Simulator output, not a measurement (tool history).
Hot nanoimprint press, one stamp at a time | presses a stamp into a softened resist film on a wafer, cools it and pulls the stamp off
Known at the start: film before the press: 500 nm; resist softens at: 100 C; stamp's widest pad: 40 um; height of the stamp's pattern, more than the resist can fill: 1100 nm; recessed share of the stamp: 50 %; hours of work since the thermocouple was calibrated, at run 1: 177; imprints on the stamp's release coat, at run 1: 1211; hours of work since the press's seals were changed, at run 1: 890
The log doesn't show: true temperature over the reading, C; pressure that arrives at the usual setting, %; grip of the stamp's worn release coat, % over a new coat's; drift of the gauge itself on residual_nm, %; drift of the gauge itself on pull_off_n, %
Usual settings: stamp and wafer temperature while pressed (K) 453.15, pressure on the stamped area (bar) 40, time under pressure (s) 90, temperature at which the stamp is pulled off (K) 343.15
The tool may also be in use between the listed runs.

run   hour  stamp and wafer temperature while pressed (K)  pressure on the stamped area (bar)  time under pressure (s)  temperature at which the stamp is pulled off (K)  hours of work since the thermocouple was calibrated  imprints on the stamp's release coat  hours of work since the press's seals were changed  resist left under the stamp's widest pad (nm)  greatest force while the stamp is pulled off (N)
  1      0                                         453.15                                  40                       90                                            343.15                                                  177                                  1211                                                 890                                          225.3                                               123
  2   50.9                                         453.15                                  40                       90                                            343.15                                                  200                                  1312                                                 913                                          225.9                                               121
  3   99.8                                         453.15                                  40                       46                                            343.15                                                  222                                  1409                                                 935                                          283.3                                               124
  4  151.3                                         463.15                                  40                       46                                            343.15                                                  245                                  1511                                                 958                                          229.7                                               126
  5  199.2                                         463.15                                  40                       46                                            343.15                                                  266                                  1606                                                 979                                          229.4                                               118
  6  221.9                                         443.15                                  40                       46                                            343.15                                                  276                                  1651                                                 989                                          341.2                                               125
  7  248.9                                         443.15                                  40                       46                                            328.15                                                  288                                  1704                                                1001                                          341.2                                               137
     271.2  -- stamp cleaned and given a new release coat
  8  296.2                                         443.15                                  40                       46                                            328.15                                                  307                                    49                                                1020                                          341.8                                               131
  9  320.4                                         443.15                                  40                       85                                            328.15                                                  317                                    97                                                1030                                          290.1                                               140
 10  372.3                                         443.15                                  40                       85                                            328.15                                                  341                                   200                                                1053                                          287.7                                               137
 11  416.8                                         443.15                                  40                       85                                            328.15                                                  360                                   288                                                1073                                          290.1                                               138
 12  461.3                                         443.15                                  40                       85                                            328.15                                                  380                                   377                                                1093                                          290.6                                               139
 13  503.2                                         459.15                                27.4                       90                                            343.15                                                  399                                   460                                                1112                                          238.9                                               119
     520.8  -- plate thermocouple calibrated
 14  540.8                                         459.15                                27.4                       90                                            343.15                                                    9                                   528                                                1127                                            241                                               119
 15  589.4                                         453.15                                  40                       90                                            346.15                                                   31                                   625                                                1149                                          229.1                                               118
 16  638.7                                         442.15                                  40                       90                                            338.15                                                   53                                   722                                                1171                                          292.2                                               129
 17  673.2                                         453.15                                28.4                      111                                            347.15                                                   68                                   791                                                1186                                          249.4                                               120
 18  716.3                                         453.15                                28.4                      111                                            347.15                                                   87                                   876                                                1206                                          250.1                                               116
 19  763.7                                         453.15                                28.4                      111                                            340.15                                                  108                                   970                                                1227                                          250.3                                               129
 20  799.6                                         453.15                                28.4                      111                                            340.15                                                  124                                  1041                                                1243                                          250.8                                               121
 21  832.7                                         453.15                                41.9                       90                                            343.15                                                  139                                  1107                                                1258                                          222.4                                               125

Some steps in resist left under the stamp's widest pad (nm) between neighbouring runs. How much of each would the tool show without its hidden state too (settings, what came in, random variation), and how much is left for the hidden state, with any gauge scatter that isn't in both results?
Run 5 -> 6: stamp and wafer temperature while pressed (K) 463.15 -> 443.15. resist left under the stamp's widest pad (nm) +111.8: hidden state +0.6, all else +111.2.
Run 15 -> 16: stamp and wafer temperature while pressed (K) 453.15 -> 442.15, temperature at which the stamp is pulled off (K) 346.15 -> 338.15. resist left under the stamp's widest pad (nm) +63.1: hidden state +0.8, all else +62.3.
